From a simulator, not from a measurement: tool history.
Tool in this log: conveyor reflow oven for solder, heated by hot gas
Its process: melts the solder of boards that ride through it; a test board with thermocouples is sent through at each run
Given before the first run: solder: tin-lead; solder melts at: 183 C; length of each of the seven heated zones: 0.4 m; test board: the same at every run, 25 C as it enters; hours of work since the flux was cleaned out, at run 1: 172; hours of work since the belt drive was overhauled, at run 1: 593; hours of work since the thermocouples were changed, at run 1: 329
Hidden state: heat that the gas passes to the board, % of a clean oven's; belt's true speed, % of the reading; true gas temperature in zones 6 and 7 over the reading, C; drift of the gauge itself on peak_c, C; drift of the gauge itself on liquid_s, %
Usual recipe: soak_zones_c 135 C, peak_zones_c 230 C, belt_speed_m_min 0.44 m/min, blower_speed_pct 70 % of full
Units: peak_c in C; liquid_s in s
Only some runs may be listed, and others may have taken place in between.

run,hour,soak_zones_c,peak_zones_c,belt_speed_m_min,blower_speed_pct,hours of work since the flux was cleaned out,hours of work since the belt drive was overhauled,hours of work since the thermocouples were changed,peak_c,liquid_s
1,0,135,230,0.44,70,172,593,329,213.1,75.2
2,72.3,135,230,0.44,70,205,626,362,213.2,75.5
3,115.4,135,228,0.44,70,225,646,382,211.4,73.5
# hour 176.7: flux residue cleaned out of gas plates and filters
4,178.9,135,230,0.431,70,1,673,409,213.9,77.9
5,230,135,230,0.382,70,25,697,433,217.4,93.9
6,307.7,135,230,0.382,70,61,733,469,217.1,94.4
7,367.3,135,230,0.382,69,88,760,496,217,93.9
8,421.7,129,230,0.44,70,113,786,522,212,71.2
9,488.1,129,230,0.44,70,144,816,552,212,71.2
10,562.3,129,230,0.44,70,178,851,587,212.1,71.2
11,600.1,129,230,0.44,70,196,868,604,212.2,71.4
12,637.4,129,230,0.44,70,213,885,621,212.1,71.3
13,708.8,135,230,0.44,66,246,918,654,212.4,74
# hour 726.2: flux residue cleaned out of gas plates and filters
14,758.9,135,230,0.44,66,15,939,675,212.4,74.2
15,828.7,135,230,0.44,66,47,972,708,212.3,74.1
16,874.3,135,230,0.395,66,69,993,729,215.7,88.1
17,917.8,135,230,0.395,66,89,1013,749,215.7,88.3
18,969.9,142,230,0.416,66,113,1037,773,215.4,86.7
19,1022.2,139,226,0.526,59,137,1061,797,202,47.6
20,1087.6,139,226,0.526,59,167,1091,827,201.9,47.7
21,1126.1,139,226,0.526,59,185,1109,845,202,47.7
22,1168.7,134,230,0.423,70,205,1129,865,214.1,79.6
23,1230.7,124,245,0.423,70,234,1158,894,225.9,87.4
# hour 1278.3: flux residue cleaned out of gas plates and filters
24,1303.5,124,245,0.423,70,12,1189,925,225.7,87.2
# hour 1369.6: thermocouples of zones 6 and 7 changed
25,1380,138,231,0.413,73,46,1223,5,217.2,87.5
26,1444.6,135,224,0.44,60,76,1253,35,206,64.4
27,1483.2,123,230,0.497,70,94,1271,53,206.3,52.4
28,1540.5,123,230,0.497,70,120,1298,79,206.5,52.3
29,1589.5,143,220,0.355,72,143,1320,102,211.3,100.1
30,1670.6,143,220,0.435,72,181,1358,139,206.7,72.4

Forecast each of these 3 alternatives for the next run:
A,1715.9,135,230,0.44,66,202,1379,160,?,?
B,1715.9,135,229,0.496,70,202,1379,160,?,?
C,1715.9,143,230,0.435,72,202,1379,160,?,?

run,peak_c,liquid_s
A,212.3,74.3
B,208.4,59.6
C,215.3,83.5
Take away the tool's hidden state, keep each run's random variation, and the runs would have read:
run,peak_c,liquid_s
A,212.3,74.3
B,208.4,59.6
C,215.3,83.5
